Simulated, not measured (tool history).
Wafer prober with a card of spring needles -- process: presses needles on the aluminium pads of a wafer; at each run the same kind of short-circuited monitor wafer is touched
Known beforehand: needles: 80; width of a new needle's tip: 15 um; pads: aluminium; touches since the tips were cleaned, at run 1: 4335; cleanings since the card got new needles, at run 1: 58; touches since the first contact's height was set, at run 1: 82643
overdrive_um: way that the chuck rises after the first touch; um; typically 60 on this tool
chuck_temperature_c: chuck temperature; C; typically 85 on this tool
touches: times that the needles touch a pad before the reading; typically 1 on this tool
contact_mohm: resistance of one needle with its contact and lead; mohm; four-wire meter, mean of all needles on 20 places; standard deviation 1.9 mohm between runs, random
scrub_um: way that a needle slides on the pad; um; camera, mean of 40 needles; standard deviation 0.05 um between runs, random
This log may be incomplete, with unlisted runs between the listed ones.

run,day,overdrive_um,chuck_temperature_c,touches,touches since the tips were cleaned,cleanings since the card got new needles,touches since the first contact's height was set,contact_mohm,scrub_um
1,0,60,85,1,4335,58,82643,199,16.13
# day 0.575: tips cleaned on abrasive film
# day 1.788: tips cleaned on abrasive film
2,2.529,60,85,1,4739,60,98738,200,16.09
# day 3.058: tips cleaned on abrasive film
# day 4.296: tips cleaned on abrasive film
# day 5.512: tips cleaned on abrasive film
3,5.896,60,85,1,2448,63,120144,199,16.08
# day 6.858: tips cleaned on abrasive film
4,7.612,60,85,1,4815,64,131079,196,16.04
# day 8.162: tips cleaned on abrasive film
# day 9.375: tips cleaned on abrasive film
5,9.442,60,85,1,419,66,142693,195,16.09
# day 10.633: tips cleaned on abrasive film
# day 11.992: tips cleaned on abrasive film
6,12.792,60,85,1,5107,68,164010,195,16.09
# day 13.338: tips cleaned on abrasive film
# day 14.7: tips cleaned on abrasive film
7,14.717,60,85,2,123,70,176269,199,16.02
# day 15.9: tips cleaned on abrasive film
# day 17.167: tips cleaned on abrasive film
8,18.096,60,85,1,5947,72,197784,199,16.05
# day 18.367: tips cleaned on abrasive film
# day 19.608: tips cleaned on abrasive film
# day 19.621: height of the first contact set anew
9,20.483,60,85,1,5505,74,5505,197,16.12
# day 20.904: tips cleaned on abrasive film
# day 22.271: tips cleaned on abrasive film
10,23.029,60,85,1,4846,76,21710,198,16.1
# day 23.483: tips cleaned on abrasive film
# day 24.683: tips cleaned on abrasive film
11,24.938,60,85,1,1618,78,33825,196,16.02
# day 26.104: tips cleaned on abrasive film
# day 27.283: tips cleaned on abrasive film
12,28.292,60,85,1,6424,80,55181,195,16.04
# day 28.483: tips cleaned on abrasive film
# day 29.683: tips cleaned on abrasive film
13,29.788,60,85,1,654,82,64674,198,16.15
# day 31.021: tips cleaned on abrasive film
# day 32.267: tips cleaned on abrasive film
14,32.638,60,85,1,2375,84,82816,193,16.03
# day 33.538: tips cleaned on abrasive film
# day 34.692: tips cleaned on abrasive film
15,34.892,42,85,1,1278,86,97156,201,11.23
# day 35.879: tips cleaned on abrasive film
16,36.896,74,106,3,6493,87,109907,200,19.79
# day 37.179: tips cleaned on abrasive film
# day 38.429: tips cleaned on abrasive film
# day 39.742: tips cleaned on abrasive film
17,40.462,74,106,3,4599,90,132598,198,19.91
# day 40.946: tips cleaned on abrasive film
# day 42.208: tips cleaned on abrasive film
18,43.279,74,106,3,6813,92,150513,199,19.88
# day 43.496: tips cleaned on abrasive film
# day 44.704: tips cleaned on abrasive film
19,45.008,41,30,3,1959,94,161519,192,11.07
# day 45.904: tips cleaned on abrasive film
# day 47.088: tips cleaned on abrasive film
20,48.058,41,30,1,6201,96,180921,193,11
# day 48.317: tips cleaned on abrasive film
# day 49.546: tips cleaned on abrasive film
21,49.675,47,43,2,824,98,191196,191,12.64
# day 50.967: tips cleaned on abrasive film
# day 52.275: tips cleaned on abrasive film
# day 52.288: height of the first contact set anew
22,52.817,47,43,2,3376,100,3376,192,12.62
# day 53.438: tips cleaned on abrasive film
# day 54.617: tips cleaned on abrasive film
23,55.254,44,60,2,4085,102,18896,197,11.8
# day 55.967: tips cleaned on abrasive film
# day 57.138: tips cleaned on abrasive film
24,57.908,69,107,2,4927,104,35770,199,18.45
# day 58.421: tips cleaned on abrasive film
# day 59.688: tips cleaned on abrasive film
# day 60.838: tips cleaned on abrasive film
25,60.838,56,119,3,0,107,54398,201,15.06
# day 62.192: tips cleaned on abrasive film
# day 63.396: tips cleaned on abrasive film
26,64.162,60,123,1,4900,109,75560,205,16.05
# day 64.792: tips cleaned on abrasive film
# day 66.038: tips cleaned on abrasive film
# day 67.292: tips cleaned on abrasive film
27,67.292,60,123,1,0,112,95461,203,16.08
# day 68.6: tips cleaned on abrasive film
28,68.804,60,123,1,1323,113,105091,204,16.07
# day 69.812: tips cleaned on abrasive film
29,70.388,60,67,1,3665,114,115160,194,16.07

4 ways to go on from here, each from the tool as it stands after run 29. What would each give?
# day 71.058: tips cleaned on abrasive film
# day 72.279: tips cleaned on abrasive film
A,72.521,80,67,1,1559,116,128735,?,?
# day 71.058: tips cleaned on abrasive film
# day 72.279: tips cleaned on abrasive film
B,72.521,43,35,1,1559,116,128735,?,?
# day 71.058: tips cleaned on abrasive film
# day 72.279: tips cleaned on abrasive film
C,72.521,64,41,1,1559,116,128735,?,?
# day 71.058: tips cleaned on abrasive film
# day 72.279: tips cleaned on abrasive film
D,72.521,65,108,1,1559,116,128735,?,?

run,contact_mohm,scrub_um
A,191,21.42
B,191,11.44
C,186,17.19
D,206,17.5
Stripped of hidden state, with their random variation kept, the same runs would have yielded:
run,contact_mohm,scrub_um
A,190,21.42
B,191,11.44
C,186,17.2
D,205,17.5
